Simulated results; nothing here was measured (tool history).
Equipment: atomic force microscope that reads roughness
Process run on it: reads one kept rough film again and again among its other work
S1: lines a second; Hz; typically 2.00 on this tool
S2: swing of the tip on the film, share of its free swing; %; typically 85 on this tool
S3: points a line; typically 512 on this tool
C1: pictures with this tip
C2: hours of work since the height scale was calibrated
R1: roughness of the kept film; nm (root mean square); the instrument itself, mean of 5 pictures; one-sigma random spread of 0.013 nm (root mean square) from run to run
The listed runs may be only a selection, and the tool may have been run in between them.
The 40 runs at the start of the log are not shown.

run 41 hour=518.0 | S1=1.65 S2=60 S3=731 | C1=24 C2=103 | R1=3.425
run 42 hour=528.0 | S1=1.65 S2=60 S3=731 | C1=33 C2=109 | R1=3.361
run 43 hour=543.4 | S1=1.35 S2=64 S3=731 | C1=47 C2=117 | R1=3.276
run 44 hour=554.8 | S1=0.92 S2=64 S3=719 | C1=57 C2=123 | R1=3.273
run 45 hour=567.6 | S1=0.92 S2=64 S3=719 | C1=68 C2=130 | R1=3.223
run 46 hour=579.4 | S1=2.27 S2=90 S3=405 | C1=79 C2=136 | R1=2.357
run 47 hour=596.1 | S1=1.99 S2=59 S3=1016 | C1=94 C2=145 | R1=3.015
run 48 hour=612.8 | S1=1.99 S2=59 S3=1016 | C1=108 C2=153 | R1=2.948
run 49 hour=623.9 | S1=1.99 S2=59 S3=1016 | C1=118 C2=159 | R1=2.929
run 50 hour=641.9 | S1=1.99 S2=72 S3=1016 | C1=134 C2=169 | R1=2.649
run 51 hour=654.7 | S1=1.96 S2=70 S3=571 | C1=146 C2=175 | R1=2.622
run 52 hour=666.9 | S1=2.96 S2=85 S3=512 | C1=157 C2=182 | R1=2.105
run 53 hour=680.3 | S1=2.96 S2=85 S3=512 | C1=169 C2=189 | R1=2.055

What if the next run were any one of these 3? Each begins from the tool's condition after run 53:
run A hour=694.2 | S1=2.00 S2=90 S3=447 | C1=181 C2=196 | R1=?
run B hour=694.2 | S1=2.48 S2=85 S3=512 | C1=181 C2=196 | R1=?
run C hour=694.2 | S1=1.08 S2=69 S3=973 | C1=181 C2=196 | R1=?

run=A R1=2.081
run=B R1=2.098
run=C R1=2.632
Without the tool's unlogged condition, the same runs would have read:
run=A R1=2.832
run=B R1=2.856
run=C R1=3.583
